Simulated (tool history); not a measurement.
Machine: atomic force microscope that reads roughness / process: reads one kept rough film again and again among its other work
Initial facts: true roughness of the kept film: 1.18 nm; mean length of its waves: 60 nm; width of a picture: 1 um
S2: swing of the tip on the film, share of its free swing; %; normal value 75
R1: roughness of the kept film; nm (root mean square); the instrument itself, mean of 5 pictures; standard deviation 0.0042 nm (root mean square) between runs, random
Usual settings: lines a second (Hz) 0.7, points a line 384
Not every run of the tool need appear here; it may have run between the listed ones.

Run 1, hour 0: usual settings. Result: R1 1.101 nm (root mean square).
Run 2, hour 7.5: usual settings. Result: R1 1.1 nm (root mean square).
Run 3, hour 17.8: usual settings but S2 86 %. Result: R1 1.072 nm (root mean square).
Run 4, hour 27.6: usual settings. Result: R1 1.092 nm (root mean square).
Run 5, hour 34.3: usual settings but S2 86 %. Result: R1 1.067 nm (root mean square).
Run 6, hour 42.9: usual settings but S2 86 %. Result: R1 1.063 nm (root mean square).
Run 7, hour 51.9: usual settings but points a line 391. Result: R1 1.099 nm (root mean square).
Run 8, hour 60.1: usual settings but points a line 391. Result: R1 1.097 nm (root mean square).
Run 9, hour 71.8: usual settings but points a line 391. Result: R1 1.1 nm (root mean square).
Run 10, hour 79.3: usual settings but lines a second (Hz) 0.717. Result: R1 1.098 nm (root mean square).
Run 11, hour 87.8: usual settings but lines a second (Hz) 0.717. Result: R1 1.098 nm (root mean square).
Run 12, hour 96.6: usual settings but lines a second (Hz) 0.717. Result: R1 1.095 nm (root mean square).
Run 13, hour 101.8: usual settings but lines a second (Hz) 0.717. Result: R1 1.091 nm (root mean square).
At hour 103.5: height scale calibrated on a step standard.
Run 14, hour 111.4: usual settings but lines a second (Hz) 0.774, S2 59 %. Result: R1 1.122 nm (root mean square).
Run 15, hour 119.1: usual settings but lines a second (Hz) 0.837, S2 59 %, points a line 432. Result: R1 1.114 nm (root mean square).
Run 16, hour 126: usual settings but points a line 346. Result: R1 1.095 nm (root mean square).
At hour 133.1: height scale calibrated on a step standard, once more.
Run 17, hour 133.6: usual settings but points a line 346. Result: R1 1.093 nm (root mean square).
Run 18, hour 139.7: usual settings but S2 57 %, points a line 368. Result: R1 1.125 nm (root mean square).
Run 19, hour 148.8: usual settings but S2 57 %, points a line 368. Result: R1 1.122 nm (root mean square).
Run 20, hour 160.9: usual settings but lines a second (Hz) 1.433, S2 57 %, points a line 368. Result: R1 1.106 nm (root mean square).
At hour 163.9: new tip fitted.
Run 21, hour 166.2: usual settings but lines a second (Hz) 1.433, S2 57 %, points a line 368. Result: R1 1.134 nm (root mean square).
Run 22, hour 174.5: usual settings but lines a second (Hz) 2.001, S2 86 %, points a line 568. Result: R1 0.961 nm (root mean square).
Run 23, hour 181.7: usual settings but lines a second (Hz) 0.552, S2 73 %, points a line 584. Result: R1 1.13 nm (root mean square).
Run 24, hour 188.7: usual settings but S2 85 %. Result: R1 1.08 nm (root mean square).

Here are 3 independent what-if runs from the current tool condition. What would each one return?
Run A, hour 199.5: usual settings but lines a second (Hz) 0.644, S2 73 %. Result: R1 ?.
Run B, hour 199.5: usual settings but lines a second (Hz) 2.656, S2 85 %, points a line 731. Result: R1 ?.
Run C, hour 199.5: usual settings but S2 61 %. Result: R1 ?.

run     R1
  A   1.12
  B  0.906
  C  1.143
With the hidden condition removed and each run's random variation left untouched, the same runs would have given:
run     R1
  A  1.127
  B  0.911
  C   1.15
